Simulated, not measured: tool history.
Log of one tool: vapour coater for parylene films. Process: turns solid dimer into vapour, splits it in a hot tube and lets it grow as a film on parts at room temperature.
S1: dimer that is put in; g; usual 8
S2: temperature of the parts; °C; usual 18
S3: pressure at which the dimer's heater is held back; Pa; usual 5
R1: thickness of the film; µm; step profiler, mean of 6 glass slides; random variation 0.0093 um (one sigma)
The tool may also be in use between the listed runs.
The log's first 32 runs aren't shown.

{"run": 33, "hour": 1093.0, "S1": 8, "S2": 13, "S3": 8.81, "R1": 1.864}
{"run": 34, "hour": 1136.7, "S1": 4, "S2": 18, "S3": 2.94, "R1": 0.822}
{"run": 35, "hour": 1166.0, "S1": 3, "S2": 10, "S3": 2.74, "R1": 0.843}
{"run": 36, "hour": 1211.9, "S1": 9, "S2": 18, "S3": 5.11, "R1": 1.81}
{"run": 37, "hour": 1247.3, "S1": 8, "S2": 22, "S3": 5, "R1": 1.4}
{"run": 38, "hour": 1280.8, "S1": 8, "S2": 22, "S3": 5, "R1": 1.39}
{"run": 39, "hour": 1319.4, "S1": 3, "S2": 13, "S3": 5.96, "R1": 0.726}
{"run": 40, "hour": 1361.7, "S1": 8, "S2": 18, "S3": 4.21, "R1": 1.622}
{"hour": 1385.6, "done": "gauge calibrated"}
{"run": 41, "hour": 1398.0, "S1": 3, "S2": 18, "S3": 2.78, "R1": 0.633}
{"run": 42, "hour": 1423.5, "S1": 8, "S2": 14, "S3": 2.46, "R1": 1.93}

Forecast run 43:
{"run": 43, "hour": 1463.9, "S1": 8, "S2": 14, "S3": 2.46, "R1": "?"}

R1: 1.943 µm
Without the tool's hidden state the same run would have given R1 1.944 µm.
